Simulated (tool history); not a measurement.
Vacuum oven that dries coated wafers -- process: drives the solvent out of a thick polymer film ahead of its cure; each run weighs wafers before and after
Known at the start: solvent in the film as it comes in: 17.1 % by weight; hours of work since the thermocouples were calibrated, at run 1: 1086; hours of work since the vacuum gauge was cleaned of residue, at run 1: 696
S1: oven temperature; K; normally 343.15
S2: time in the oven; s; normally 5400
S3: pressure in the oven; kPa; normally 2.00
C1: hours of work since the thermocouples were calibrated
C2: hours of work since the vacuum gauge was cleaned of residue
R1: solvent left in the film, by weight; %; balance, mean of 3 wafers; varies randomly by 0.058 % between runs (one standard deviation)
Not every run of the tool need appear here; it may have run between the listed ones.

{"run": 1, "day": 0.0, "S1": 343.15, "S2": 5400, "S3": 2.0, "C1": 1086, "C2": 696, "R1": 3.58}
{"run": 2, "day": 0.779, "S1": 341.15, "S2": 5400, "S3": 2.0, "C1": 1095, "C2": 705, "R1": 4.08}
{"run": 3, "day": 1.954, "S1": 338.15, "S2": 5400, "S3": 2.0, "C1": 1109, "C2": 719, "R1": 5.42}
{"run": 4, "day": 2.683, "S1": 338.15, "S2": 5400, "S3": 2.0, "C1": 1118, "C2": 728, "R1": 5.41}
{"run": 5, "day": 3.658, "S1": 338.15, "S2": 5400, "S3": 2.0, "C1": 1130, "C2": 740, "R1": 5.42}
{"run": 6, "day": 4.717, "S1": 334.15, "S2": 5400, "S3": 2.0, "C1": 1143, "C2": 752, "R1": 6.89}
{"run": 7, "day": 6.104, "S1": 354.15, "S2": 5400, "S3": 2.0, "C1": 1159, "C2": 769, "R1": 1.02}
{"run": 8, "day": 7.271, "S1": 354.15, "S2": 5400, "S3": 2.0, "C1": 1174, "C2": 783, "R1": 1.12}
{"run": 9, "day": 8.721, "S1": 354.15, "S2": 5400, "S3": 2.0, "C1": 1191, "C2": 801, "R1": 1.0}
{"run": 10, "day": 9.683, "S1": 343.15, "S2": 5100, "S3": 2.0, "C1": 1203, "C2": 812, "R1": 3.95}
{"run": 11, "day": 11.0, "S1": 343.15, "S2": 5100, "S3": 2.0, "C1": 1219, "C2": 828, "R1": 3.95}
{"run": 12, "day": 12.075, "S1": 343.15, "S2": 5100, "S3": 2.0, "C1": 1232, "C2": 841, "R1": 4.04}
{"run": 13, "day": 12.996, "S1": 343.15, "S2": 5100, "S3": 2.0, "C1": 1243, "C2": 852, "R1": 3.89}
{"run": 14, "day": 14.358, "S1": 343.15, "S2": 5100, "S3": 2.0, "C1": 1259, "C2": 869, "R1": 4.01}
{"day": 14.575, "done": "oven's thermocouples calibrated"}
{"run": 15, "day": 15.371, "S1": 332.15, "S2": 5400, "S3": 2.0, "C1": 10, "C2": 880, "R1": 8.09}
{"run": 16, "day": 16.567, "S1": 332.15, "S2": 5400, "S3": 2.0, "C1": 24, "C2": 894, "R1": 8.19}
{"run": 17, "day": 18.15, "S1": 332.15, "S2": 5400, "S3": 2.0, "C1": 43, "C2": 914, "R1": 8.04}
{"run": 18, "day": 19.596, "S1": 339.15, "S2": 5400, "S3": 2.0, "C1": 61, "C2": 931, "R1": 5.63}
{"run": 19, "day": 20.629, "S1": 343.15, "S2": 5400, "S3": 2.0, "C1": 73, "C2": 944, "R1": 4.04}
{"run": 20, "day": 22.112, "S1": 343.15, "S2": 5400, "S3": 2.0, "C1": 91, "C2": 961, "R1": 4.26}
{"day": 23.317, "done": "oven's thermocouples calibrated, once more"}
{"run": 21, "day": 23.654, "S1": 343.15, "S2": 5400, "S3": 2.41, "C1": 4, "C2": 979, "R1": 2.75}
{"run": 22, "day": 24.979, "S1": 343.15, "S2": 5400, "S3": 2.41, "C1": 20, "C2": 995, "R1": 2.98}
{"run": 23, "day": 26.2, "S1": 343.15, "S2": 5400, "S3": 2.41, "C1": 35, "C2": 1010, "R1": 2.98}
{"run": 24, "day": 26.896, "S1": 357.15, "S2": 4200, "S3": 1.74, "C1": 43, "C2": 1018, "R1": 0.7}
{"run": 25, "day": 27.925, "S1": 342.15, "S2": 9360, "S3": 1.01, "C1": 56, "C2": 1031, "R1": 1.09}
{"run": 26, "day": 29.238, "S1": 342.15, "S2": 9360, "S3": 1.01, "C1": 71, "C2": 1046, "R1": 1.16}
{"run": 27, "day": 29.971, "S1": 342.15, "S2": 9360, "S3": 1.01, "C1": 80, "C2": 1055, "R1": 1.1}
{"run": 28, "day": 30.775, "S1": 342.15, "S2": 9360, "S3": 1.01, "C1": 90, "C2": 1065, "R1": 1.05}
{"run": 29, "day": 31.988, "S1": 328.15, "S2": 7680, "S3": 1.75, "C1": 105, "C2": 1080, "R1": 6.41}
{"run": 30, "day": 33.154, "S1": 358.15, "S2": 5400, "S3": 2.0, "C1": 119, "C2": 1094, "R1": 0.53}
{"run": 31, "day": 34.65, "S1": 330.15, "S2": 7200, "S3": 5.81, "C1": 137, "C2": 1112, "R1": 7.49}
{"run": 32, "day": 36.15, "S1": 343.15, "S2": 4980, "S3": 2.0, "C1": 155, "C2": 1130, "R1": 3.26}
{"run": 33, "day": 36.988, "S1": 350.15, "S2": 9060, "S3": 3.53, "C1": 165, "C2": 1140, "R1": 0.94}
{"run": 34, "day": 37.796, "S1": 350.15, "S2": 9060, "S3": 3.53, "C1": 175, "C2": 1150, "R1": 0.96}
{"run": 35, "day": 38.888, "S1": 351.15, "S2": 9120, "S3": 3.75, "C1": 188, "C2": 1163, "R1": 1.0}
{"run": 36, "day": 39.8, "S1": 339.15, "S2": 6720, "S3": 1.8, "C1": 199, "C2": 1174, "R1": 3.08}
{"run": 37, "day": 41.088, "S1": 329.15, "S2": 3660, "S3": 6.31, "C1": 214, "C2": 1189, "R1": 10.74}
{"run": 38, "day": 41.904, "S1": 343.15, "S2": 4200, "S3": 4.22, "C1": 224, "C2": 1199, "R1": 4.56}
{"run": 39, "day": 43.321, "S1": 334.15, "S2": 3720, "S3": 2.4, "C1": 241, "C2": 1216, "R1": 7.92}
{"run": 40, "day": 44.008, "S1": 334.15, "S2": 4140, "S3": 7.23, "C1": 250, "C2": 1225, "R1": 8.65}
{"run": 41, "day": 45.042, "S1": 334.15, "S2": 4140, "S3": 7.23, "C1": 262, "C2": 1237, "R1": 8.89}
{"run": 42, "day": 46.375, "S1": 343.15, "S2": 3960, "S3": 1.21, "C1": 278, "C2": 1253, "R1": 4.21}
{"run": 43, "day": 47.8, "S1": 343.15, "S2": 3780, "S3": 6.57, "C1": 295, "C2": 1270, "R1": 5.63}
{"run": 44, "day": 48.812, "S1": 337.15, "S2": 7200, "S3": 5.26, "C1": 308, "C2": 1283, "R1": 4.78}

Run 45 has not been measured yet. What should we expect?
{"run": 45, "day": 49.688, "S1": 346.15, "S2": 2880, "S3": 7.34, "C1": 318, "C2": 1293, "R1": "?"}

{"run 45": {"R1": 5.78}}
With no hidden state in the tool, this same run would have given R1 5.63 %.
